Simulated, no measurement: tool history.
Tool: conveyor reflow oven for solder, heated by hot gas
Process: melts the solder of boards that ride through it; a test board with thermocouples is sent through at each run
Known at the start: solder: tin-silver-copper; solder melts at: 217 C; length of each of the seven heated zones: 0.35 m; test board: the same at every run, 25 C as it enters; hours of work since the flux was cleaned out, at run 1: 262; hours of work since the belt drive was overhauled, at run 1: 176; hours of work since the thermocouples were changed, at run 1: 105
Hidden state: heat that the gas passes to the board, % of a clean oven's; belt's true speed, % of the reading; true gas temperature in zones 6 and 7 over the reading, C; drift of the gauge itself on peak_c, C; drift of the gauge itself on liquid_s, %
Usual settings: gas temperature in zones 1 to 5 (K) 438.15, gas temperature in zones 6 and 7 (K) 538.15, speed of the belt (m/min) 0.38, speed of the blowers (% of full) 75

run   hour  gas temperature in zones 1 to 5 (K)  gas temperature in zones 6 and 7 (K)  speed of the belt (m/min)  speed of the blowers (% of full)  hours of work since the flux was cleaned out  hours of work since the belt drive was overhauled  hours of work since the thermocouples were changed  highest temperature of the board (K)  time above the solder's melting point (s)
  1      0                               438.15                                538.15                       0.38                                75                                           262                                                176                                                 105                                526.12                                       81.8
  2      9                               438.15                                538.15                       0.38                                75                                           267                                                181                                                 111                                526.11                                       81.8
  3   19.5                               438.15                                544.15                       0.38                                75                                           273                                                188                                                 117                                531.57                                       86.6
  4   28.7                               438.15                                543.15                       0.38                                75                                           279                                                193                                                 123                                530.66                                       86.1
  5   39.1                               438.15                                534.15                       0.38                                75                                           285                                                200                                                 129                                522.39                                         78
  6   49.4                               438.15                                534.15                       0.38                                75                                           292                                                206                                                 135                                522.23                                       77.9
  7   58.4                               438.15                                538.15                       0.38                                75                                           297                                                211                                                 141                                525.99                                       81.3
  8   67.3                               438.15                                538.15                      0.357                                75                                           303                                                217                                                 146                                527.66                                       89.6
  9   75.6                               438.15                                538.15                       0.38                                85                                           308                                                222                                                 151                                527.65                                       83.5
 10   80.4                               438.15                                538.15                       0.38                                75                                           311                                                225                                                 154                                526.03                                       81.7
 11   87.4                               438.15                                538.15                       0.38                                75                                           315                                                229                                                 158                                525.92                                       81.7
 12   96.9                               438.15                                538.15                      0.314                                75                                           321                                                235                                                 164                                530.52                                      107.2
 13    103                               438.15                                538.15                      0.314                                75                                           324                                                239                                                 168                                530.62                                      106.7
 14  110.2                               438.15                                538.15                      0.314                                75                                           329                                                243                                                 172                                530.56                                      107.4
 15  119.7                               438.15                                538.15                      0.314                                75                                           335                                                249                                                 178                                530.86                                      106.8
 16  126.7                               438.15                                534.15                      0.443                                90                                           339                                                253                                                 182                                520.24                                       63.6
 17    131                               438.15                                537.15                       0.38                                75                                           342                                                256                                                 185                                525.01                                       80.8
 18  138.1                               435.15                                538.15                       0.38                                78                                           346                                                260                                                 189                                525.94                                       80.6
 19  145.6                               435.15                                538.15                       0.38                                78                                           350                                                265                                                 194                                526.03                                       80.4

Forecast run 20:
 20  153.9                               447.15                                532.15                      0.444                                52                                           356                                                270                                                 199                                     ?                                          ?

highest temperature of the board (K): 512.12
time above the solder's melting point (s): 54
Without the tool's hidden state the same run would have given highest temperature of the board (K) 513.44, time above the solder's melting point (s) 56.3.
